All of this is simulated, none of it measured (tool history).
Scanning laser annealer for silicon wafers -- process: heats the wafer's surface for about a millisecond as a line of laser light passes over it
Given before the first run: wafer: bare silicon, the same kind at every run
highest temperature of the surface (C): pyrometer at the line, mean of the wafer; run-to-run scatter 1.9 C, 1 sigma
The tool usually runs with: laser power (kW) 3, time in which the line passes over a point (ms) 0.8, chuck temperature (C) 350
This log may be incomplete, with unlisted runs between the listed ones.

| run | hour | laser power (kW) | time in which the line passes over a point (ms) | chuck temperature (C) | highest temperature of the surface (C) |
|---|---|---|---|---|---|
| 1 | 0 | 3 | 0.8 | 350 | 1159 |
| 2 | 16.8 | 3 | 0.8 | 350 | 1159 |
| 3 | 28.8 | 3 | 0.8 | 350 | 1159 |
|  | 36.5 | optics aligned, line set to its width |
| 4 | 52.8 | 3 | 0.628 | 350 | 1083 |
| 5 | 64.8 | 3 | 0.628 | 350 | 1079 |
| 6 | 80.3 | 3 | 0.628 | 350 | 1082 |
| 7 | 93.2 | 3 | 0.628 | 350 | 1079 |
| 8 | 111.3 | 3 | 0.628 | 350 | 1082 |
| 9 | 121.2 | 3 | 0.628 | 350 | 1078 |
| 10 | 131.2 | 3 | 0.628 | 350 | 1079 |
| 11 | 142.2 | 3 | 0.8 | 311 | 1124 |
| 12 | 161.4 | 3 | 0.8 | 311 | 1122 |
| 13 | 179.1 | 3 | 0.8 | 350 | 1161 |
| 14 | 187.9 | 2.908 | 0.8 | 350 | 1134 |
| 15 | 204.1 | 3 | 0.723 | 343 | 1117 |
| 16 | 214.8 | 3 | 0.563 | 343 | 1037 |
| 17 | 226.6 | 3.244 | 0.8 | 374 | 1263 |
| 18 | 240.9 | 3.265 | 0.704 | 350 | 1196 |
| 19 | 254.3 | 2.68 | 0.704 | 355 | 1022 |
| 20 | 270.4 | 3 | 0.989 | 337 | 1226 |
| 21 | 282.3 | 3.265 | 0.989 | 349 | 1332 |
| 22 | 292.7 | 3.143 | 0.965 | 349 | 1277 |
| 23 | 303.2 | 3.143 | 0.965 | 349 | 1282 |
| 24 | 321.4 | 3.143 | 0.965 | 349 | 1281 |
| 25 | 338 | 2.884 | 0.757 | 332 | 1085 |
| 26 | 352.7 | 3.091 | 0.707 | 350 | 1141 |
| 27 | 367.4 | 3.091 | 0.707 | 350 | 1139 |
| 28 | 380.3 | 3.083 | 0.769 | 368 | 1184 |

Some steps in highest temperature of the surface (C), run to run, broken into two amounts with sign: the step expected even without the hidden condition (settings, incoming material, random variation), and the rest, left for the hidden condition together with whatever gauge scatter is not in both the measured and the hidden-condition-free result:
What the log doesn't record here: light that passes the window, % of a clean one's; laser's true power over the reading, %; width of the line over the set one, %; drift of the gauge itself on peak_c, C.
Run 3 -> 4: time in which the line passes over a point (ms) 0.8 -> 0.628, optics aligned, line set to its width. highest temperature of the surface (C) -76: hidden state +8, all else -84.
Run 16 -> 17: laser power (kW) 3 -> 3.244, time in which the line passes over a point (ms) 0.563 -> 0.8, chuck temperature (C) 343 -> 374. highest temperature of the surface (C) +226: hidden state -2, all else +228.
Run 19 -> 20: laser power (kW) 2.68 -> 3, time in which the line passes over a point (ms) 0.704 -> 0.989, chuck temperature (C) 355 -> 337. highest temperature of the surface (C) +204: hidden state -4, all else +208.
